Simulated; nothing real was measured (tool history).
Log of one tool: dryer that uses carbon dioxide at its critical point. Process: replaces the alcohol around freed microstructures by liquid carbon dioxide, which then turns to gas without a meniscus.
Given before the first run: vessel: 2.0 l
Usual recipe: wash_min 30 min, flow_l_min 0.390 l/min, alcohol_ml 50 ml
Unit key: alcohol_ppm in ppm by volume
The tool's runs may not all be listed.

| run | hour | wash_min | flow_l_min | alcohol_ml | alcohol_ppm |
|---|---|---|---|---|---|
| 1 | 0.0 | 30 | 0.390 | 50 | 370 |
| 2 | 30.5 | 30 | 0.390 | 50 | 400 |
| 3 | 46.4 | 30 | 0.390 | 54 | 424 |
| 4 | 74.3 | 30 | 0.390 | 50 | 410 |
| 5 | 90.8 | 30 | 0.390 | 50 | 417 |
| 6 | 122.8 | 30 | 0.390 | 50 | 436 |
| 7 | 142.4 | 30 | 0.390 | 50 | 459 |
| 8 | 166.0 | 30 | 0.390 | 50 | 446 |
| 9 | 193.3 | 30 | 0.365 | 50 | 594 |
| 10 | 224.2 | 30 | 0.390 | 88 | 810 |
| 11 | 238.4 | 30 | 0.390 | 88 | 811 |
| 12 | 253.8 | 30 | 0.390 | 88 | 846 |
| 13 | 283.0 | 30 | 0.390 | 88 | 869 |
| 14 | 310.9 | 30 | 0.463 | 50 | 298 |
| 15 | 336.6 | 30 | 0.390 | 38 | 446 |
| 16 | 367.4 | 30 | 0.412 | 38 | 387 |
| 17 | 395.8 | 30 | 0.412 | 38 | 255 |
| 18 | 412.5 | 30 | 0.390 | 50 | 379 |
| 19 | 428.0 | 43 | 0.390 | 50 | 130 |
| 20 | 458.1 | 43 | 0.390 | 50 | 138 |
| 21 | 476.1 | 43 | 0.390 | 50 | 140 |
| 22 | 502.0 | 43 | 0.390 | 50 | 143 |
| 23 | 518.6 | 43 | 0.390 | 50 | 139 |
| 24 | 535.8 | 43 | 0.390 | 50 | 146 |
| 25 | 551.1 | 34 | 0.259 | 59 | 1226 |
| 26 | 574.2 | 34 | 0.650 | 50 | 109 |
| 27 | 598.1 | 27 | 0.390 | 37 | 506 |
| 28 | 624.3 | 27 | 0.390 | 37 | 528 |
| 29 | 640.7 | 27 | 0.390 | 37 | 540 |
| 30 | 663.8 | 27 | 0.390 | 37 | 544 |
| 31 | 680.8 | 27 | 0.390 | 37 | 563 |
| 32 | 693.7 | 27 | 0.390 | 37 | 555 |
| 33 | 720.3 | 35 | 0.368 | 25 | 257 |
| 34 | 744.5 | 35 | 0.368 | 98 | 653 |
| 35 | 758.1 | 18 | 0.390 | 80 | 3595 |
| 36 | 789.8 | 39 | 0.390 | 115 | 430 |
| 37 | 813.9 | 36 | 0.390 | 78 | 442 |
| 38 | 833.8 | 36 | 0.390 | 78 | 463 |
| 39 | 863.9 | 36 | 0.529 | 73 | 177 |
| 40 | 883.5 | 21 | 0.307 | 73 | 4308 |
| 41 | 906.0 | 34 | 0.520 | 41 | 187 |
| 42 | 929.9 | 34 | 0.520 | 41 | 151 |
| 43 | 943.6 | 34 | 0.520 | 41 | 164 |
| 44 | 959.5 | 34 | 0.520 | 41 | 172 |
| 45 | 973.6 | 34 | 0.520 | 41 | 161 |
| 46 | 1001.9 | 34 | 0.520 | 41 | 158 |
| 47 | 1030.0 | 29 | 0.273 | 42 | 1257 |

Between the runs listed above, the log contained 2 entries, not reproduced here. Where in the sequence does each belong, and how does what the log doesn't record of the tool's condition differ from the listed run before to the listed run after?
Runs 16 to 17: inlet filter changed (hour 391.7)
  flow that reaches the vessel past the clogged filter, %: 87.9 -> 99.7; alcohol in the recycled carbon dioxide, ppm: 78.9 -> 81.5
  measured result minus the result with no hidden state, alcohol_ppm: +208 -> +79 ppm by volume
Runs 41 to 42: inlet filter changed (hour 910.0)
  flow that reaches the vessel past the clogged filter, %: 87.6 -> 99.2; alcohol in the recycled carbon dioxide, ppm: 129.7 -> 131.8
  measured result minus the result with no hidden state, alcohol_ppm: +158 -> +127 ppm by volume
